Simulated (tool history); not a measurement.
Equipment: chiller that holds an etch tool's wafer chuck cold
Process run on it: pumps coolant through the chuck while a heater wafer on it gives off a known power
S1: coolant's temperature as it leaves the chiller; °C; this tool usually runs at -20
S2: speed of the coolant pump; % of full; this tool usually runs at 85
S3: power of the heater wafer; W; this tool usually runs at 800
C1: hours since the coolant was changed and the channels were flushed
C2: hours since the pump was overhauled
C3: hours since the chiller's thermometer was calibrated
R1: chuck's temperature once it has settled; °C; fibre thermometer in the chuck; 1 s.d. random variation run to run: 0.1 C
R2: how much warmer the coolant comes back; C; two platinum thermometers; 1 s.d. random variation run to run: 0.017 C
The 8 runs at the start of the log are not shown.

At day 33.754: chiller's thermometer calibrated, once more.
Run 9, day 34.554: usual settings but S2 84 % of full; C1 326; C2 3301; C3 19. Result: R1 -12.0 °C, R2 2.69 C.
Run 10, day 37.617: usual settings; C1 400; C2 3374; C3 93. Result: R1 -12.1 °C, R2 2.63 C.
Run 11, day 41.817: usual settings; C1 500; C2 3475; C3 193. Result: R1 -12.0 °C, R2 2.66 C.
Run 12, day 47.600: usual settings; C1 639; C2 3614; C3 332. Result: R1 -11.9 °C, R2 2.66 C.
Run 13, day 52.829: usual settings but S2 93 % of full; C1 765; C2 3739; C3 458. Result: R1 -12.3 °C, R2 2.41 C.
Run 14, day 57.438: usual settings but S2 93 % of full; C1 875; C2 3850; C3 568. Result: R1 -12.3 °C, R2 2.45 C.
Run 15, day 62.929: usual settings but S2 93 % of full; C1 1007; C2 3982; C3 700. Result: R1 -12.3 °C, R2 2.44 C.
Run 16, day 67.379: usual settings but S2 93 % of full; C1 1114; C2 4089; C3 807. Result: R1 -12.3 °C, R2 2.42 C.
Run 17, day 70.104: usual settings but S2 76 % of full; C1 1179; C2 4154; C3 872. Result: R1 -11.3 °C, R2 3.01 C.
Run 18, day 73.417: usual settings but S2 93 % of full, S3 753 W; C1 1259; C2 4233; C3 952. Result: R1 -12.8 °C, R2 2.30 C.
Run 19, day 77.958: usual settings but S2 93 % of full, S3 753 W; C1 1368; C2 4342; C3 1061. Result: R1 -12.9 °C, R2 2.28 C.
Run 20, day 82.662: usual settings; C1 1481; C2 4455; C3 1174. Result: R1 -11.9 °C, R2 2.66 C.
Run 21, day 86.758: usual settings but S1 -25 °C, S2 62 % of full, S3 536 W; C1 1579; C2 4554; C3 1272. Result: R1 -18.5 °C, R2 2.48 C.
Run 22, day 92.775: usual settings but S1 -22 °C, S2 80 % of full, S3 536 W; C1 1723; C2 4698; C3 1416. Result: R1 -16.2 °C, R2 1.91 C.
Run 23, day 97.400: usual settings but S1 -22 °C, S2 67 % of full, S3 536 W; C1 1834; C2 4809; C3 1527. Result: R1 -15.7 °C, R2 2.29 C.
Run 24, day 99.846: usual settings but S3 785 W; C1 1893; C2 4868; C3 1586. Result: R1 -12.0 °C, R2 2.62 C.
Run 25, day 103.258: usual settings but S1 -19 °C, S2 66 % of full, S3 785 W; C1 1975; C2 4950; C3 1668. Result: R1 -9.8 °C, R2 3.42 C.
Run 26, day 106.783: usual settings but S1 -19 °C, S2 66 % of full, S3 560 W; C1 2060; C2 5034; C3 1753. Result: R1 -12.3 °C, R2 2.44 C.
Run 27, day 111.379: usual settings but S2 69 % of full, S3 503 W; C1 2170; C2 5145; C3 1863. Result: R1 -14.1 °C, R2 2.08 C.
Run 28, day 113.842: usual settings but S1 -14 °C, S2 61 % of full, S3 1044 W; C1 2229; C2 5204; C3 1922. Result: R1 -1.0 °C, R2 4.93 C.
Run 29, day 118.250: usual settings but S1 -14 °C, S2 61 % of full, S3 1044 W; C1 2335; C2 5309; C3 2028. Result: R1 -1.2 °C, R2 4.95 C.
Run 30, day 124.062: usual settings but S1 -14 °C, S2 61 % of full, S3 1044 W; C1 2474; C2 5449; C3 2167. Result: R1 -1.0 °C, R2 4.96 C.
Run 31, day 126.775: usual settings but S2 61 % of full, S3 583 W; C1 2539; C2 5514; C3 2233. Result: R1 -12.8 °C, R2 2.76 C.
Run 32, day 132.250: usual settings but S1 -15 °C, S2 70 % of full, S3 468 W; C1 2671; C2 5645; C3 2364. Result: R1 -9.4 °C, R2 1.94 C.

Alternative continuations, all from the tool just after run 32; predict every row:
Run A, day 138.129: usual settings but S1 -30 °C; C1 2812; C2 5787; C3 2505. Result: R1 ?, R2 ?.
Run B, day 138.129: usual settings but S1 -17 °C, S2 78 % of full, S3 1005 W; C1 2812; C2 5787; C3 2505. Result: R1 ?, R2 ?.
Run C, day 138.129: usual settings but S3 1006 W; C1 2812; C2 5787; C3 2505. Result: R1 ?, R2 ?.

run     R1    R2
  A  -21.5  2.70
  B   -5.9  3.70
  C   -9.3  3.38
Without the tool's unlogged condition, the same runs would have read:
run     R1    R2
  A  -22.3  2.60
  B   -6.9  3.55
  C  -10.2  3.25

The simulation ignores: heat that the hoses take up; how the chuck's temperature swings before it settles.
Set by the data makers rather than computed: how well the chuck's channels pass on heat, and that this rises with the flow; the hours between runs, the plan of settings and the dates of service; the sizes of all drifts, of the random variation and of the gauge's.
